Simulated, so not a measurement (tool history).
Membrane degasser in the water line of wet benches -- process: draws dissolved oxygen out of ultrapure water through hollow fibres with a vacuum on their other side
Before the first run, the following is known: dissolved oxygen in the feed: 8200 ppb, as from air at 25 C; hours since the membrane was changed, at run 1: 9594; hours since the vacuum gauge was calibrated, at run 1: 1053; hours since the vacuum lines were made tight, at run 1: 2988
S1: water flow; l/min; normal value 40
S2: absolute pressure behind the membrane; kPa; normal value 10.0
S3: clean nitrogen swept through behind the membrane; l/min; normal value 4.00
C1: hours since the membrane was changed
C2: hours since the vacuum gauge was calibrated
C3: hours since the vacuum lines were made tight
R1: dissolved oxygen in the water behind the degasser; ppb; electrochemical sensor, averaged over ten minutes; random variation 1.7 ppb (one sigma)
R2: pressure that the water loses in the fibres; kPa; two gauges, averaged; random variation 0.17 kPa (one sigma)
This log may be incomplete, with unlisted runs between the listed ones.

| run | hour | S1 | S2 | S3 | C1 | C2 | C3 | R1 | R2 |
|---|---|---|---|---|---|---|---|---|---|
| 1 | 0.0 | 40 | 10.0 | 4.00 | 9594 | 1053 | 2988 | 177.4 | 31.45 |
| 2 | 253.4 | 40 | 10.0 | 4.00 | 9847 | 1306 | 3241 | 177.3 | 31.89 |
| 3 | 490.0 | 40 | 10.0 | 4.00 | 10084 | 1543 | 3478 | 174.3 | 31.88 |
| 4 | 649.2 | 40 | 10.0 | 7.92 | 10243 | 1702 | 3637 | 101.4 | 31.65 |
| 5 | 842.1 | 40 | 10.0 | 7.92 | 10436 | 1895 | 3830 | 103.3 | 31.71 |
| 6 | 974.4 | 47 | 10.0 | 4.00 | 10568 | 2027 | 3962 | 226.7 | 37.01 |
| 7 | 1278.9 | 47 | 10.0 | 4.00 | 10873 | 2332 | 4267 | 229.7 | 37.24 |
| 8 | 1544.9 | 47 | 10.0 | 4.00 | 11139 | 2598 | 4533 | 222.9 | 37.33 |
| 9 | 1795.4 | 47 | 10.0 | 4.00 | 11389 | 2848 | 4783 | 232.2 | 37.63 |
|  | 1820.4 | vacuum gauge calibrated |
| 10 | 2033.9 | 64 | 10.0 | 4.00 | 11627 | 214 | 5021 | 390.1 | 51.15 |
| 11 | 2216.3 | 64 | 10.0 | 4.00 | 11810 | 396 | 5204 | 388.7 | 51.18 |
| 12 | 2468.0 | 64 | 10.0 | 4.00 | 12061 | 648 | 5455 | 387.7 | 51.21 |
| 13 | 2742.8 | 64 | 10.0 | 4.00 | 12336 | 922 | 5730 | 394.8 | 50.96 |
|  | 2840.4 | vacuum gauge calibrated, once more |
| 14 | 2974.0 | 40 | 10.0 | 4.00 | 12567 | 134 | 5961 | 178.4 | 32.32 |
| 15 | 3157.4 | 40 | 10.0 | 4.00 | 12750 | 317 | 6144 | 179.4 | 32.00 |
| 16 | 3326.3 | 40 | 10.0 | 5.94 | 12919 | 486 | 6313 | 131.1 | 32.02 |
| 17 | 3610.3 | 64 | 10.0 | 2.65 | 13203 | 770 | 6597 | 489.6 | 51.67 |
| 18 | 3867.4 | 64 | 10.0 | 2.65 | 13460 | 1027 | 6854 | 478.6 | 51.74 |
| 19 | 4071.5 | 64 | 10.0 | 2.65 | 13664 | 1231 | 7058 | 482.6 | 51.76 |
| 20 | 4335.7 | 40 | 7.9 | 2.60 | 13928 | 1495 | 7323 | 187.7 | 32.75 |
| 21 | 4624.5 | 40 | 7.9 | 2.60 | 14217 | 1784 | 7611 | 187.8 | 32.74 |
| 22 | 4792.1 | 24 | 19.7 | 6.39 | 14385 | 1952 | 7779 | 151.9 | 19.61 |
| 23 | 5007.5 | 38 | 10.4 | 6.82 | 14600 | 2167 | 7994 | 115.9 | 30.95 |
| 24 | 5285.5 | 42 | 20.1 | 4.00 | 14878 | 2445 | 8272 | 424.4 | 34.74 |
| 25 | 5425.4 | 31 | 17.6 | 6.82 | 15018 | 2585 | 8412 | 168.8 | 25.10 |
| 26 | 5589.9 | 31 | 17.6 | 6.82 | 15183 | 2749 | 8577 | 165.1 | 25.50 |
| 27 | 5856.3 | 31 | 17.6 | 6.82 | 15449 | 3016 | 8843 | 167.8 | 25.63 |
| 28 | 6123.0 | 31 | 17.6 | 6.82 | 15716 | 3283 | 9110 | 167.7 | 25.50 |
| 29 | 6320.8 | 40 | 20.7 | 11.69 | 15914 | 3480 | 9308 | 172.6 | 33.24 |
| 30 | 6624.4 | 41 | 12.8 | 11.78 | 16217 | 3784 | 9611 | 112.0 | 33.99 |
| 31 | 6783.2 | 41 | 12.8 | 2.41 | 16376 | 3943 | 9770 | 388.9 | 34.08 |

What differs in the tool's unlogged condition from the final listed run ahead of each entry between runs to the first listed run following it?
Runs 9 to 10: vacuum gauge calibrated (hour 1820.4)
  membrane still open, %: 91.3 -> 91.1; true pressure behind the membrane over the reading, kPa: 0.15 -> 0.24; air that leaks in behind the membrane, l/min: 0.0129 -> 0.0134
  measured result minus the result with no hidden state, R1: +21.4 -> +53.4 ppb; R2: +3.26 -> +4.53 kPa
Runs 13 to 14: vacuum gauge calibrated, once more (hour 2840.4)
  membrane still open, %: 90.6 -> 90.5; true pressure behind the membrane over the reading, kPa: 0.28 -> -0.03; air that leaks in behind the membrane, l/min: 0.0149 -> 0.0154
  measured result minus the result with no hidden state, R1: +58.3 -> +10.2 ppb; R2: +4.79 -> +3.07 kPa
